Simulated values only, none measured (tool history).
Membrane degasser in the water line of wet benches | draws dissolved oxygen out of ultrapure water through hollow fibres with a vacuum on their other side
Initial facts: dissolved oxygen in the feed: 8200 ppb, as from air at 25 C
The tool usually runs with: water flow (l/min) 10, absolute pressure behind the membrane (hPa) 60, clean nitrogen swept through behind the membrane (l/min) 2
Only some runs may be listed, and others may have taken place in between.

| run | hour | water flow (l/min) | absolute pressure behind the membrane (hPa) | clean nitrogen swept through behind the membrane (l/min) | dissolved oxygen in the water behind the degasser (ppb) | pressure that the water loses in the fibres (hPa) |
|---|---|---|---|---|---|---|
| 1 | 0 | 10 | 60 | 2 | 187.9 | 543 |
| 2 | 94.7 | 10 | 60 | 2 | 182.2 | 544.4 |
| 3 | 141.3 | 10 | 60 | 2 | 185.9 | 544.7 |
| 4 | 250.7 | 10 | 60 | 2 | 190.9 | 544.7 |
| 5 | 363.3 | 10 | 60 | 2 | 185.4 | 542.3 |
| 6 | 424.9 | 10 | 60 | 1.72 | 195.3 | 547.3 |
| 7 | 539.3 | 10 | 60 | 1.72 | 195.2 | 544.8 |
| 8 | 612.2 | 12 | 60 | 2 | 255.6 | 652.4 |
| 9 | 686.3 | 10 | 60 | 2.65 | 179.8 | 547.1 |
| 10 | 768.9 | 10 | 68 | 2 | 205.2 | 550.4 |
| 11 | 881.6 | 10 | 68 | 2 | 200.3 | 550.7 |
| 12 | 948 | 10 | 68 | 2 | 204.3 | 546.7 |
| 13 | 1006.1 | 10 | 68 | 2 | 203.7 | 551.3 |
| 14 | 1092.9 | 10 | 60 | 2 | 194.7 | 549.1 |
| 15 | 1199.6 | 10 | 60 | 2 | 197.8 | 548.4 |
| 16 | 1299.9 | 10 | 60 | 2 | 198.9 | 551.2 |
|  | 1310.6 | vacuum gauge calibrated |
| 17 | 1368.4 | 10 | 60 | 2 | 199.8 | 548.8 |
| 18 | 1483.3 | 10 | 60 | 2 | 197.7 | 555.7 |
| 19 | 1573.1 | 10 | 43.6 | 5.54 | 171.2 | 555.2 |
| 20 | 1682.4 | 10 | 43.6 | 5.54 | 170.8 | 550.7 |
| 21 | 1791.9 | 10 | 75.5 | 3.37 | 200.7 | 556.1 |
| 22 | 1903.7 | 10 | 75.5 | 3.37 | 198.6 | 556.5 |
|  | 1999.7 | vacuum gauge calibrated, once more |
| 23 | 2007.7 | 10 | 75.5 | 3.37 | 198.9 | 557 |
| 24 | 2100.3 | 10 | 75.5 | 3.37 | 201.1 | 557.6 |
| 25 | 2175.5 | 10 | 65.3 | 1.88 | 211.2 | 563.7 |
| 26 | 2234.3 | 10 | 148.9 | 3.71 | 248.7 | 558.2 |
| 27 | 2324.1 | 10 | 148.9 | 3.71 | 249.2 | 557.5 |
| 28 | 2412.2 | 6 | 148.9 | 3.71 | 115.5 | 336.5 |
| 29 | 2468.6 | 6 | 122.9 | 5.58 | 94.4 | 336.7 |
| 30 | 2530.5 | 6 | 122.9 | 5.58 | 93.5 | 337.3 |
| 31 | 2624.7 | 10 | 63.6 | 2 | 214.9 | 563.8 |
| 32 | 2673.3 | 11 | 145.2 | 2.64 | 313.5 | 616.3 |

Consider 4 possible next runs. They are alternatives, not a sequence: every one starts from the tool as it was left by run 32. What does each give?
| A | 2785.1 | 10 | 86.4 | 2 | ? | ? |
| B | 2785.1 | 8 | 145.2 | 2.64 | ? | ? |
| C | 2785.1 | 10 | 104.2 | 2 | ? | ? |
| D | 2785.1 | 8 | 41.7 | 2 | ? | ? |

| run | dissolved oxygen in the water behind the degasser (ppb) | pressure that the water loses in the fibres (hPa) |
|---|---|---|
| A | 242.5 | 565.5 |
| B | 205.2 | 447.7 |
| C | 258.1 | 559.8 |
| D | 129.3 | 452.8 |
What these runs would have given with no unlogged condition in the tool:
| run | dissolved oxygen in the water behind the degasser (ppb) | pressure that the water loses in the fibres (hPa) |
|---|---|---|
| A | 192.6 | 522.2 |
| B | 167.1 | 413.4 |
| C | 208.9 | 516.9 |
| D | 93.4 | 418.2 |
